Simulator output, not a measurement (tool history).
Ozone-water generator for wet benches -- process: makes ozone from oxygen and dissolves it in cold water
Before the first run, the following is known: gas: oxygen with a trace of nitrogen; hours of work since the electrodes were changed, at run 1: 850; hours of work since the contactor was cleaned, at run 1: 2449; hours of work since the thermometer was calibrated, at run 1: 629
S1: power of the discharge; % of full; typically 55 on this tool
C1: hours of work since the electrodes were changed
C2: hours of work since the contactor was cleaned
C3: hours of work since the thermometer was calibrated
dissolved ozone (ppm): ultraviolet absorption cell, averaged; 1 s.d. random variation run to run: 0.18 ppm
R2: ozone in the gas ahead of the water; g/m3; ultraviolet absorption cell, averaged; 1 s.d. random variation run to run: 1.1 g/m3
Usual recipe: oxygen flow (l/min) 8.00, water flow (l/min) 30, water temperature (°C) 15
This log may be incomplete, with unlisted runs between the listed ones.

run 1 hour=0.0 | S1=55 oxygen_flow_(l/min)=8.00 water_flow_(l/min)=30 water_temperature_(°C)=15 | C1=850 C2=2449 C3=629 | dissolved_ozone_(ppm)=22.1 R2=185.9
run 2 hour=120.6 | S1=55 oxygen_flow_(l/min)=8.00 water_flow_(l/min)=30 water_temperature_(°C)=15 | C1=954 C2=2553 C3=733 | dissolved_ozone_(ppm)=22.2 R2=187.0
run 3 hour=226.8 | S1=55 oxygen_flow_(l/min)=8.00 water_flow_(l/min)=30 water_temperature_(°C)=15 | C1=1045 C2=2644 C3=824 | dissolved_ozone_(ppm)=22.3 R2=184.7
run 4 hour=394.7 | S1=55 oxygen_flow_(l/min)=4.06 water_flow_(l/min)=30 water_temperature_(°C)=15 | C1=1190 C2=2789 C3=968 | dissolved_ozone_(ppm)=21.6 R2=286.3
run 5 hour=492.1 | S1=55 oxygen_flow_(l/min)=8.00 water_flow_(l/min)=30 water_temperature_(°C)=12 | C1=1273 C2=2872 C3=1052 | dissolved_ozone_(ppm)=22.4 R2=180.4
run 6 hour=646.2 | S1=55 oxygen_flow_(l/min)=8.00 water_flow_(l/min)=30 water_temperature_(°C)=12 | C1=1406 C2=3005 C3=1185 | dissolved_ozone_(ppm)=22.2 R2=180.9
run 7 hour=830.1 | S1=55 oxygen_flow_(l/min)=8.00 water_flow_(l/min)=30 water_temperature_(°C)=10 | C1=1564 C2=3163 C3=1343 | dissolved_ozone_(ppm)=22.6 R2=177.9
run 8 hour=1013.6 | S1=55 oxygen_flow_(l/min)=5.78 water_flow_(l/min)=30 water_temperature_(°C)=10 | C1=1722 C2=3321 C3=1501 | dissolved_ozone_(ppm)=22.4 R2=217.7
run 9 hour=1139.6 | S1=55 oxygen_flow_(l/min)=8.00 water_flow_(l/min)=30 water_temperature_(°C)=15 | C1=1830 C2=3429 C3=1609 | dissolved_ozone_(ppm)=20.6 R2=175.2
-- hour=1152.8 contactor cleaned
run 10 hour=1275.2 | S1=55 oxygen_flow_(l/min)=8.00 water_flow_(l/min)=30 water_temperature_(°C)=15 | C1=1944 C2=105 C3=1723 | dissolved_ozone_(ppm)=21.5 R2=173.8
run 11 hour=1415.9 | S1=55 oxygen_flow_(l/min)=8.00 water_flow_(l/min)=30 water_temperature_(°C)=15 | C1=2065 C2=226 C3=1844 | dissolved_ozone_(ppm)=21.2 R2=173.0
run 12 hour=1531.0 | S1=55 oxygen_flow_(l/min)=8.00 water_flow_(l/min)=30 water_temperature_(°C)=17 | C1=2164 C2=325 C3=1943 | dissolved_ozone_(ppm)=20.6 R2=174.3
run 13 hour=1617.0 | S1=55 oxygen_flow_(l/min)=4.99 water_flow_(l/min)=30 water_temperature_(°C)=22 | C1=2238 C2=399 C3=2017 | dissolved_ozone_(ppm)=19.8 R2=231.5
run 14 hour=1702.9 | S1=58 oxygen_flow_(l/min)=4.46 water_flow_(l/min)=34 water_temperature_(°C)=19 | C1=2311 C2=473 C3=2090 | dissolved_ozone_(ppm)=18.6 R2=260.6
-- hour=1721.1 water thermometer calibrated
run 15 hour=1864.2 | S1=48 oxygen_flow_(l/min)=4.46 water_flow_(l/min)=19 water_temperature_(°C)=20 | C1=2450 C2=612 C3=123 | dissolved_ozone_(ppm)=25.5 R2=225.6
run 16 hour=1978.8 | S1=55 oxygen_flow_(l/min)=8.00 water_flow_(l/min)=46 water_temperature_(°C)=15 | C1=2548 C2=710 C3=222 | dissolved_ozone_(ppm)=14.6 R2=166.2
run 17 hour=2102.8 | S1=55 oxygen_flow_(l/min)=8.00 water_flow_(l/min)=46 water_temperature_(°C)=15 | C1=2655 C2=817 C3=328 | dissolved_ozone_(ppm)=14.6 R2=166.0
run 18 hour=2256.8 | S1=49 oxygen_flow_(l/min)=6.46 water_flow_(l/min)=26 water_temperature_(°C)=20 | C1=2788 C2=949 C3=461 | dissolved_ozone_(ppm)=19.2 R2=177.3
-- hour=2266.3 water thermometer calibrated, once more
run 19 hour=2378.3 | S1=45 oxygen_flow_(l/min)=7.41 water_flow_(l/min)=36 water_temperature_(°C)=22 | C1=2892 C2=1053 C3=96 | dissolved_ozone_(ppm)=14.2 R2=152.0
run 20 hour=2508.0 | S1=43 oxygen_flow_(l/min)=6.29 water_flow_(l/min)=30 water_temperature_(°C)=7 | C1=3003 C2=1165 C3=208 | dissolved_ozone_(ppm)=18.7 R2=165.8
run 21 hour=2622.9 | S1=43 oxygen_flow_(l/min)=6.97 water_flow_(l/min)=32 water_temperature_(°C)=7 | C1=3102 C2=1264 C3=307 | dissolved_ozone_(ppm)=17.6 R2=152.0

Predict each of these 3 candidate next runs independently; none follows another, all start after run 21:
run A hour=2711.7 | S1=53 oxygen_flow_(l/min)=8.00 water_flow_(l/min)=30 water_temperature_(°C)=12 | C1=3178 C2=1340 C3=383 | dissolved_ozone_(ppm)=? R2=?
run B hour=2711.7 | S1=43 oxygen_flow_(l/min)=12.93 water_flow_(l/min)=32 water_temperature_(°C)=8 | C1=3178 C2=1340 C3=383 | dissolved_ozone_(ppm)=? R2=?
run C hour=2711.7 | S1=61 oxygen_flow_(l/min)=5.91 water_flow_(l/min)=32 water_temperature_(°C)=8 | C1=3178 C2=1340 C3=383 | dissolved_ozone_(ppm)=? R2=?

run=A dissolved_ozone_(ppm)=19.6 R2=158.4
run=B dissolved_ozone_(ppm)=16.8 R2=101.1
run=C dissolved_ozone_(ppm)=21.4 R2=210.1
What these runs would have given with no unlogged condition in the tool:
run=A dissolved_ozone_(ppm)=24.3 R2=192.9
run=B dissolved_ozone_(ppm)=20.1 R2=119.0
run=C dissolved_ozone_(ppm)=27.1 R2=261.9

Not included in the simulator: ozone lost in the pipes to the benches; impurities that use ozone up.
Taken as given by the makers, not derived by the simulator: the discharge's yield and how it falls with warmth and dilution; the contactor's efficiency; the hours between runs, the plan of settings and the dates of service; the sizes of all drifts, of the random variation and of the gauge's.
